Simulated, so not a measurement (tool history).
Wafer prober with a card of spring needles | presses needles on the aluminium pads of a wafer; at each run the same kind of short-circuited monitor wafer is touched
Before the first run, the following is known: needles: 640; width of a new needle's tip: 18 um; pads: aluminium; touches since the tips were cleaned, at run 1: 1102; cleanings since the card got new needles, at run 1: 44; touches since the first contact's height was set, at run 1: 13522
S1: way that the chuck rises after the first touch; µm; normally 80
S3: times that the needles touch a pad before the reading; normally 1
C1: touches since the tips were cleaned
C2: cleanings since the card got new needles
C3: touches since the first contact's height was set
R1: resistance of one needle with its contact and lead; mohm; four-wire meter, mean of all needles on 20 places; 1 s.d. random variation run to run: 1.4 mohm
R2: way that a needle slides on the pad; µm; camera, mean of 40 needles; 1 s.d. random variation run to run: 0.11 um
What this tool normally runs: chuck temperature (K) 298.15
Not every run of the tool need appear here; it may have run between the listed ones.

run 1 day=0.000 | S1=80 chuck_temperature_(K)=298.15 S3=1 | C1=1102 C2=44 C3=13522 | R1=157 R2=20.70
-- day=0.075 tips cleaned on abrasive film
-- day=0.250 tips cleaned on abrasive film
-- day=0.429 tips cleaned on abrasive film
-- day=0.571 tips cleaned on abrasive film
-- day=0.738 tips cleaned on abrasive film
run 2 day=0.738 | S1=80 chuck_temperature_(K)=298.15 S3=1 | C1=0 C2=49 C3=22388 | R1=133 R2=20.67
-- day=0.917 tips cleaned on abrasive film
-- day=1.096 tips cleaned on abrasive film
-- day=1.271 tips cleaned on abrasive film
-- day=1.417 tips cleaned on abrasive film
-- day=1.592 tips cleaned on abrasive film
run 3 day=1.629 | S1=80 chuck_temperature_(K)=298.15 S3=1 | C1=463 C2=54 C3=33130 | R1=146 R2=20.71
-- day=1.738 tips cleaned on abrasive film
-- day=1.883 tips cleaned on abrasive film
-- day=2.058 tips cleaned on abrasive film
-- day=2.204 tips cleaned on abrasive film
-- day=2.379 tips cleaned on abrasive film
-- day=2.558 tips cleaned on abrasive film
run 4 day=2.571 | S1=80 chuck_temperature_(K)=298.15 S3=1 | C1=126 C2=60 C3=44388 | R1=136 R2=20.58
-- day=2.712 tips cleaned on abrasive film, once more
-- day=2.892 tips cleaned on abrasive film
-- day=3.067 tips cleaned on abrasive film
-- day=3.242 tips cleaned on abrasive film
run 5 day=3.242 | S1=80 chuck_temperature_(K)=298.15 S3=1 | C1=0 C2=64 C3=52478 | R1=132 R2=20.48
-- day=3.421 tips cleaned on abrasive film
-- day=3.562 tips cleaned on abrasive film
-- day=3.742 tips cleaned on abrasive film
run 6 day=3.821 | S1=80 chuck_temperature_(K)=298.15 S3=1 | C1=1000 C2=67 C3=59474 | R1=164 R2=20.19
-- day=3.896 tips cleaned on abrasive film
-- day=4.071 tips cleaned on abrasive film
-- day=4.250 tips cleaned on abrasive film
-- day=4.392 tips cleaned on abrasive film
run 7 day=4.500 | S1=80 chuck_temperature_(K)=298.15 S3=1 | C1=1298 C2=71 C3=67624 | R1=168 R2=20.32
-- day=4.538 tips cleaned on abrasive film
-- day=4.717 tips cleaned on abrasive film
-- day=4.892 tips cleaned on abrasive film
-- day=5.071 tips cleaned on abrasive film
-- day=5.212 tips cleaned on abrasive film
run 8 day=5.288 | S1=80 chuck_temperature_(K)=298.15 S3=2 | C1=891 C2=76 C3=77083 | R1=149 R2=20.09
-- day=5.358 tips cleaned on abrasive film
-- day=5.408 height of the first contact set anew
-- day=5.517 tips cleaned on abrasive film
-- day=5.692 tips cleaned on abrasive film
-- day=5.871 tips cleaned on abrasive film
run 9 day=5.938 | S1=80 chuck_temperature_(K)=298.15 S3=2 | C1=848 C2=80 C3=6416 | R1=143 R2=21.03
-- day=6.046 tips cleaned on abrasive film
-- day=6.225 tips cleaned on abrasive film
-- day=6.404 tips cleaned on abrasive film
run 10 day=6.529 | S1=80 chuck_temperature_(K)=298.15 S3=2 | C1=1550 C2=83 C3=13533 | R1=157 R2=20.93
-- day=6.567 tips cleaned on abrasive film
-- day=6.712 tips cleaned on abrasive film
-- day=6.888 tips cleaned on abrasive film
-- day=7.050 tips cleaned on abrasive film
run 11 day=7.050 | S1=91 chuck_temperature_(K)=357.15 S3=3 | C1=0 C2=87 C3=19777 | R1=139 R2=23.73
-- day=7.196 tips cleaned on abrasive film
-- day=7.371 tips cleaned on abrasive film
-- day=7.550 tips cleaned on abrasive film
-- day=7.729 tips cleaned on abrasive film
-- day=7.871 tips cleaned on abrasive film
-- day=8.021 tips cleaned on abrasive film
run 12 day=8.021 | S1=77 chuck_temperature_(K)=359.15 S3=1 | C1=0 C2=93 C3=31416 | R1=147 R2=19.75
-- day=8.196 tips cleaned on abrasive film
-- day=8.342 tips cleaned on abrasive film
-- day=8.517 tips cleaned on abrasive film
-- day=8.696 tips cleaned on abrasive film
-- day=8.875 tips cleaned on abrasive film
run 13 day=8.979 | S1=77 chuck_temperature_(K)=359.15 S3=1 | C1=1283 C2=98 C3=42977 | R1=187 R2=19.64
-- day=9.050 tips cleaned on abrasive film
-- day=9.229 tips cleaned on abrasive film
-- day=9.408 tips cleaned on abrasive film
-- day=9.583 tips cleaned on abrasive film
run 14 day=9.629 | S1=97 chuck_temperature_(K)=298.15 S3=1 | C1=543 C2=102 C3=50802 | R1=140 R2=24.91
-- day=9.738 tips cleaned on abrasive film
-- day=9.917 tips cleaned on abrasive film
-- day=10.088 tips cleaned on abrasive film
run 15 day=10.088 | S1=80 chuck_temperature_(K)=314.15 S3=2 | C1=0 C2=105 C3=56308 | R1=137 R2=20.42
-- day=10.267 tips cleaned on abrasive film
-- day=10.442 tips cleaned on abrasive film
-- day=10.621 tips cleaned on abrasive film
-- day=10.800 tips cleaned on abrasive film
-- day=10.975 tips cleaned on abrasive film
-- day=11.146 tips cleaned on abrasive film
run 16 day=11.146 | S1=80 chuck_temperature_(K)=375.15 S3=2 | C1=0 C2=111 C3=69027 | R1=148 R2=20.02
-- day=11.321 tips cleaned on abrasive film
-- day=11.500 tips cleaned on abrasive film
-- day=11.679 tips cleaned on abrasive film
-- day=11.821 tips cleaned on abrasive film
run 17 day=11.875 | S1=67 chuck_temperature_(K)=343.15 S3=2 | C1=652 C2=115 C3=77817 | R1=169 R2=16.66
-- day=11.954 height of the first contact set anew
-- day=11.996 tips cleaned on abrasive film
-- day=12.171 tips cleaned on abrasive film
-- day=12.350 tips cleaned on abrasive film
-- day=12.529 tips cleaned on abrasive film
-- day=12.704 tips cleaned on abrasive film
run 18 day=12.838 | S1=67 chuck_temperature_(K)=343.15 S3=2 | C1=1626 C2=120 C3=10620 | R1=187 R2=17.42

Entry by entry between the runs, the difference in hidden state between the last listed run before and the first listed run after:
After run 1, before run 2: tips cleaned on abrasive film (day 0.075); tips cleaned on abrasive film (day 0.250); tips cleaned on abrasive film (day 0.429); tips cleaned on abrasive film (day 0.571); tips cleaned on abrasive film (day 0.738)
  debris on the tips, nm: 28.2 -> 4.8; way that the needles fall short of the set height, um: 0.6 -> 1.08; tips' diameter, um: 19.54 -> 19.94
  measured less the result without the state, R1: +32 -> +8 mohm; R2: -0.16 -> -0.28 µm
After run 2, before run 3: tips cleaned on abrasive film (day 0.917); tips cleaned on abrasive film (day 1.096); tips cleaned on abrasive film (day 1.271); tips cleaned on abrasive film (day 1.417); tips cleaned on abrasive film (day 1.592)
  debris on the tips, nm: 4.8 -> 17; way that the needles fall short of the set height, um: 1.08 -> 1.68; tips' diameter, um: 19.94 -> 20.15
  measured less the result without the state, R1: +8 -> +22 mohm; R2: -0.28 -> -0.44 µm
After run 3, before run 4: tips cleaned on abrasive film (day 1.738); tips cleaned on abrasive film (day 1.883); tips cleaned on abrasive film (day 2.058); tips cleaned on abrasive film (day 2.204); tips cleaned on abrasive film (day 2.379); tips cleaned on abrasive film (day 2.558)
  debris on the tips, nm: 17 -> 9; way that the needles fall short of the set height, um: 1.68 -> 2.31; tips' diameter, um: 20.15 -> 20.37
  measured less the result without the state, R1: +22 -> +14 mohm; R2: -0.44 -> -0.61 µm
After run 4, before run 5: tips cleaned on abrasive film, once more (day 2.712); tips cleaned on abrasive film (day 2.892); tips cleaned on abrasive film (day 3.067); tips cleaned on abrasive film (day 3.242)
  debris on the tips, nm: 9 -> 3.5; way that the needles fall short of the set height, um: 2.31 -> 2.74; tips' diameter, um: 20.37 -> 20.53
  measured less the result without the state, R1: +14 -> +8 mohm; R2: -0.61 -> -0.73 µm
After run 5, before run 6: tips cleaned on abrasive film (day 3.421); tips cleaned on abrasive film (day 3.562); tips cleaned on abrasive film (day 3.742)
  debris on the tips, nm: 3.5 -> 27.9; way that the needles fall short of the set height, um: 2.74 -> 3.07; tips' diameter, um: 20.53 -> 20.64
  measured less the result without the state, R1: +8 -> +38 mohm; R2: -0.73 -> -0.80 µm
After run 6, before run 7: tips cleaned on abrasive film (day 3.896); tips cleaned on abrasive film (day 4.071); tips cleaned on abrasive film (day 4.250); tips cleaned on abrasive film (day 4.392)
  debris on the tips, nm: 27.9 -> 31.5; way that the needles fall short of the set height, um: 3.07 -> 3.49; tips' diameter, um: 20.64 -> 20.79
  measured less the result without the state, R1: +38 -> +43 mohm; R2: -0.80 -> -0.92 µm
After run 7, before run 8: tips cleaned on abrasive film (day 4.538); tips cleaned on abrasive film (day 4.717); tips cleaned on abrasive film (day 4.892); tips cleaned on abrasive film (day 5.071); tips cleaned on abrasive film (day 5.212)
  debris on the tips, nm: 31.5 -> 24.9; way that the needles fall short of the set height, um: 3.49 -> 4.05; tips' diameter, um: 20.79 -> 20.98
  measured less the result without the state, R1: +43 -> +24 mohm; R2: -0.92 -> -1.07 µm
After run 8, before run 9: tips cleaned on abrasive film (day 5.358); height of the first contact set anew (day 5.408); tips cleaned on abrasive film (day 5.517); tips cleaned on abrasive film (day 5.692); tips cleaned on abrasive film (day 5.871)
  debris on the tips, nm: 24.9 -> 21.8; way that the needles fall short of the set height, um: 4.05 -> 0.3; tips' diameter, um: 20.98 -> 21.12
  measured less the result without the state, R1: +24 -> +19 mohm; R2: -1.07 -> -0.08 µm
After run 9, before run 10: tips cleaned on abrasive film (day 6.046); tips cleaned on abrasive film (day 6.225); tips cleaned on abrasive film (day 6.404)
  debris on the tips, nm: 21.8 -> 37.2; way that the needles fall short of the set height, um: 0.3 -> 0.66; tips' diameter, um: 21.12 -> 21.25
  measured less the result without the state, R1: +19 -> +31 mohm; R2: -0.08 -> -0.17 µm
After run 10, before run 11: tips cleaned on abrasive film (day 6.567); tips cleaned on abrasive film (day 6.712); tips cleaned on abrasive film (day 6.888); tips cleaned on abrasive film (day 7.050)
  debris on the tips, nm: 37.2 -> 5; way that the needles fall short of the set height, um: 0.66 -> 1.08; tips' diameter, um: 21.25 -> 21.4
  measured less the result without the state, R1: +31 -> +7 mohm; R2: -0.17 -> -0.29 µm
After run 11, before run 12: tips cleaned on abrasive film (day 7.196); tips cleaned on abrasive film (day 7.371); tips cleaned on abrasive film (day 7.550); tips cleaned on abrasive film (day 7.729); tips cleaned on abrasive film (day 7.871); tips cleaned on abrasive film (day 8.021)
  debris on the tips, nm: 5 -> 3.8; way that the needles fall short of the set height, um: 1.08 -> 1.73; tips' diameter, um: 21.4 -> 21.62
  measured less the result without the state, R1: +7 -> +11 mohm; R2: -0.29 -> -0.45 µm
After run 12, before run 13: tips cleaned on abrasive film (day 8.196); tips cleaned on abrasive film (day 8.342); tips cleaned on abrasive film (day 8.517); tips cleaned on abrasive film (day 8.696); tips cleaned on abrasive film (day 8.875)
  debris on the tips, nm: 3.8 -> 34.8; way that the needles fall short of the set height, um: 1.73 -> 2.19; tips' diameter, um: 21.62 -> 21.78
  measured less the result without the state, R1: +11 -> +51 mohm; R2: -0.45 -> -0.58 µm
After run 13, before run 14: tips cleaned on abrasive film (day 9.050); tips cleaned on abrasive film (day 9.229); tips cleaned on abrasive film (day 9.408); tips cleaned on abrasive film (day 9.583)
  debris on the tips, nm: 34.8 -> 15.5; way that the needles fall short of the set height, um: 2.19 -> 2.55; tips' diameter, um: 21.78 -> 21.91
  measured less the result without the state, R1: +51 -> +19 mohm; R2: -0.58 -> -0.68 µm
After run 14, before run 15: tips cleaned on abrasive film (day 9.738); tips cleaned on abrasive film (day 9.917); tips cleaned on abrasive film (day 10.088)
  debris on the tips, nm: 15.5 -> 4.9; way that the needles fall short of the set height, um: 2.55 -> 2.88; tips' diameter, um: 21.91 -> 22.02
  measured less the result without the state, R1: +19 -> +11 mohm; R2: -0.68 -> -0.76 µm
After run 15, before run 16: tips cleaned on abrasive film (day 10.267); tips cleaned on abrasive film (day 10.442); tips cleaned on abrasive film (day 10.621); tips cleaned on abrasive film (day 10.800); tips cleaned on abrasive film (day 10.975); tips cleaned on abrasive film (day 11.146)
  debris on the tips, nm: 4.9 -> 3.2; way that the needles fall short of the set height, um: 2.88 -> 3.5; tips' diameter, um: 22.02 -> 22.24
  measured less the result without the state, R1: +11 -> +11 mohm; R2: -0.76 -> -0.91 µm
After run 16, before run 17: tips cleaned on abrasive film (day 11.321); tips cleaned on abrasive film (day 11.500); tips cleaned on abrasive film (day 11.679); tips cleaned on abrasive film (day 11.821)
  debris on the tips, nm: 3.2 -> 19.2; way that the needles fall short of the set height, um: 3.5 -> 3.94; tips' diameter, um: 22.24 -> 22.4
  measured less the result without the state, R1: +11 -> +32 mohm; R2: -0.91 -> -1.04 µm
After run 17, before run 18: height of the first contact set anew (day 11.954); tips cleaned on abrasive film (day 11.996); tips cleaned on abrasive film (day 12.171); tips cleaned on abrasive film (day 12.350); tips cleaned on abrasive film (day 12.529); tips cleaned on abrasive film (day 12.704)
  debris on the tips, nm: 19.2 -> 38.8; way that the needles fall short of the set height, um: 3.94 -> 0.52; tips' diameter, um: 22.4 -> 22.58
  measured less the result without the state, R1: +32 -> +49 mohm; R2: -1.04 -> -0.13 µm
